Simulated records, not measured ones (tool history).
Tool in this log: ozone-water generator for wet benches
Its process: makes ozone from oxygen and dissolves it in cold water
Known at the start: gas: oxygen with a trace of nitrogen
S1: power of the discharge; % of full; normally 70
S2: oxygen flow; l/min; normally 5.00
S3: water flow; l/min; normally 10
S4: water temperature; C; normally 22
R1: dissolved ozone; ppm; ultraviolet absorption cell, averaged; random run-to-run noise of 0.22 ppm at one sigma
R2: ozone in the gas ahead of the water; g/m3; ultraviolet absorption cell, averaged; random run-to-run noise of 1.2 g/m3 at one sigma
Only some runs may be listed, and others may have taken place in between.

run 1 hour=0.0 | S1=70 S2=5.00 S3=10 S4=22 | R1=31.2 R2=220.7
run 2 hour=17.6 | S1=70 S2=5.00 S3=10 S4=22 | R1=31.1 R2=221.8
run 3 hour=44.7 | S1=70 S2=5.00 S3=10 S4=22 | R1=31.3 R2=219.9
run 4 hour=63.2 | S1=70 S2=5.00 S3=10 S4=22 | R1=31.4 R2=220.2
run 5 hour=103.6 | S1=70 S2=5.00 S3=10 S4=22 | R1=31.2 R2=218.4
run 6 hour=145.7 | S1=70 S2=5.00 S3=10 S4=22 | R1=31.3 R2=215.2
run 7 hour=179.5 | S1=70 S2=2.81 S3=10 S4=22 | R1=36.0 R2=316.8
run 8 hour=216.4 | S1=70 S2=5.00 S3=10 S4=17 | R1=34.5 R2=216.6
run 9 hour=257.2 | S1=70 S2=5.00 S3=10 S4=17 | R1=34.4 R2=216.3
run 10 hour=294.5 | S1=70 S2=5.00 S3=10 S4=22 | R1=31.5 R2=218.5
run 11 hour=331.1 | S1=70 S2=5.00 S3=10 S4=16 | R1=35.5 R2=218.5
run 12 hour=372.3 | S1=70 S2=5.00 S3=10 S4=16 | R1=34.5 R2=219.5
run 13 hour=392.0 | S1=67 S2=5.00 S3=10 S4=22 | R1=30.4 R2=210.6
run 14 hour=412.3 | S1=67 S2=5.00 S3=10 S4=22 | R1=30.2 R2=210.0
run 15 hour=450.4 | S1=70 S2=5.00 S3=10 S4=22 | R1=30.8 R2=214.8
run 16 hour=488.2 | S1=70 S2=5.00 S3=10 S4=22 | R1=31.0 R2=214.7
run 17 hour=514.7 | S1=61 S2=4.33 S3=10 S4=22 | R1=29.7 R2=219.1
run 18 hour=541.7 | S1=61 S2=4.33 S3=10 S4=22 | R1=29.9 R2=219.9
run 19 hour=576.9 | S1=61 S2=4.33 S3=10 S4=22 | R1=29.3 R2=218.4
run 20 hour=608.8 | S1=55 S2=4.33 S3=10 S4=22 | R1=27.9 R2=204.5
run 21 hour=651.6 | S1=74 S2=2.96 S3=10 S4=22 | R1=35.5 R2=314.0
run 22 hour=673.7 | S1=46 S2=2.96 S3=10 S4=22 | R1=26.8 R2=234.9
run 23 hour=709.5 | S1=45 S2=2.56 S3=9 S4=27 | R1=27.0 R2=252.7
run 24 hour=731.8 | S1=45 S2=2.56 S3=9 S4=27 | R1=27.0 R2=255.4
run 25 hour=760.3 | S1=63 S2=5.00 S3=11 S4=16 | R1=30.3 R2=203.3
run 26 hour=802.1 | S1=63 S2=5.00 S3=11 S4=16 | R1=30.6 R2=200.4
run 27 hour=839.5 | S1=63 S2=5.00 S3=11 S4=16 | R1=30.2 R2=201.7
run 28 hour=859.9 | S1=54 S2=5.00 S3=10 S4=22 | R1=26.2 R2=184.0
run 29 hour=895.0 | S1=54 S2=5.00 S3=10 S4=22 | R1=26.0 R2=183.5
run 30 hour=915.6 | S1=54 S2=5.00 S3=10 S4=22 | R1=26.1 R2=183.4
run 31 hour=935.0 | S1=54 S2=5.00 S3=10 S4=22 | R1=26.1 R2=183.3
run 32 hour=976.3 | S1=54 S2=6.26 S3=6 S4=22 | R1=30.5 R2=158.3

Predict each of these 4 candidate next runs independently; none follows another, all start after run 32:
run A hour=1018.3 | S1=54 S2=2.56 S3=6 S4=22 | R1=? R2=?
run B hour=1018.3 | S1=99 S2=6.57 S3=10 S4=14 | R1=? R2=?
run C hour=1018.3 | S1=85 S2=6.09 S3=6 S4=22 | R1=? R2=?
run D hour=1018.3 | S1=54 S2=6.26 S3=10 S4=18 | R1=? R2=?

run=A R1=42.4 R2=282.4
run=B R1=40.3 R2=219.6
run=C R1=40.4 R2=211.1
run=D R1=26.3 R2=156.3
Without the tool's hidden state the same runs would have given:
run=A R1=45.6 R2=296.2
run=B R1=44.6 R2=235.2
run=C R1=44.2 R2=224.9
run=D R1=28.5 R2=164.0
